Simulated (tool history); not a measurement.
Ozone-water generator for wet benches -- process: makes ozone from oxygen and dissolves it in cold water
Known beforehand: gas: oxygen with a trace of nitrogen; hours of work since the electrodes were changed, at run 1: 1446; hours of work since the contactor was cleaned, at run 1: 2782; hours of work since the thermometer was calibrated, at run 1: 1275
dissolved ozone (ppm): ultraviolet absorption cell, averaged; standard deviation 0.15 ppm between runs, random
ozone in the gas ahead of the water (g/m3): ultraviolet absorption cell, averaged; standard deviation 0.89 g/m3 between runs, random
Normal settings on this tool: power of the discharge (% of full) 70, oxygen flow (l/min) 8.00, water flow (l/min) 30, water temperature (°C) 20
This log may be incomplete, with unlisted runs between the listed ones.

| run | hour | power of the discharge (% of full) | oxygen flow (l/min) | water flow (l/min) | water temperature (°C) | hours of work since the electrodes were changed | hours of work since the contactor was cleaned | hours of work since the thermometer was calibrated | dissolved ozone (ppm) | ozone in the gas ahead of the water (g/m3) |
|---|---|---|---|---|---|---|---|---|---|---|
| 1 | 0.0 | 70 | 8.00 | 30 | 20 | 1446 | 2782 | 1275 | 17.0 | 144.6 |
| 2 | 93.7 | 70 | 8.00 | 30 | 20 | 1511 | 2846 | 1339 | 17.0 | 145.9 |
| 3 | 163.9 | 70 | 8.00 | 30 | 20 | 1559 | 2894 | 1387 | 16.6 | 142.8 |
| 4 | 269.8 | 70 | 5.84 | 30 | 20 | 1631 | 2966 | 1460 | 15.5 | 163.0 |
| 5 | 347.2 | 70 | 5.84 | 30 | 20 | 1684 | 3020 | 1513 | 15.8 | 162.6 |
| 6 | 445.2 | 70 | 5.84 | 30 | 20 | 1751 | 3087 | 1580 | 15.5 | 159.3 |
| 7 | 544.0 | 70 | 5.84 | 30 | 20 | 1819 | 3154 | 1647 | 15.7 | 162.7 |
| 8 | 672.2 | 70 | 5.84 | 30 | 20 | 1907 | 3242 | 1735 | 15.5 | 161.1 |
| 9 | 759.4 | 70 | 5.84 | 30 | 20 | 1967 | 3302 | 1795 | 15.7 | 162.4 |
| 10 | 820.8 | 70 | 8.00 | 30 | 20 | 2009 | 3344 | 1837 | 16.3 | 143.3 |
| 11 | 961.7 | 70 | 8.00 | 30 | 20 | 2105 | 3440 | 1934 | 16.4 | 144.6 |
| 12 | 1095.7 | 54 | 8.00 | 30 | 20 | 2197 | 3532 | 2025 | 13.7 | 118.3 |
| 13 | 1183.3 | 70 | 4.35 | 30 | 20 | 2257 | 3592 | 2085 | 14.4 | 177.9 |
| 14 | 1317.0 | 70 | 4.35 | 30 | 20 | 2349 | 3684 | 2177 | 14.0 | 178.4 |
| 15 | 1379.7 | 70 | 8.00 | 30 | 15 | 2392 | 3727 | 2220 | 17.8 | 143.9 |
| 16 | 1522.6 | 70 | 8.00 | 30 | 15 | 2490 | 3825 | 2318 | 17.7 | 142.3 |
| 17 | 1615.5 | 70 | 4.76 | 30 | 20 | 2553 | 3888 | 2382 | 14.4 | 171.3 |
| 18 | 1741.3 | 70 | 4.76 | 30 | 20 | 2639 | 3975 | 2468 | 14.3 | 170.8 |
| 19 | 1806.5 | 70 | 4.76 | 30 | 20 | 2684 | 4019 | 2512 | 14.5 | 171.3 |
| 20 | 1881.2 | 70 | 4.76 | 30 | 20 | 2735 | 4070 | 2564 | 14.3 | 172.1 |
| 21 | 2003.2 | 70 | 8.00 | 30 | 28 | 2819 | 4154 | 2647 | 14.3 | 142.2 |

Forecast run 22:
| 22 | 2065.8 | 70 | 8.00 | 30 | 28 | 2862 | 4197 | 2690 | ? | ? |

dissolved ozone (ppm): 14.3
ozone in the gas ahead of the water (g/m3): 142.2
Had the tool carried no hidden state, the very same run would have given dissolved ozone (ppm) 15.5, ozone in the gas ahead of the water (g/m3) 148.4.

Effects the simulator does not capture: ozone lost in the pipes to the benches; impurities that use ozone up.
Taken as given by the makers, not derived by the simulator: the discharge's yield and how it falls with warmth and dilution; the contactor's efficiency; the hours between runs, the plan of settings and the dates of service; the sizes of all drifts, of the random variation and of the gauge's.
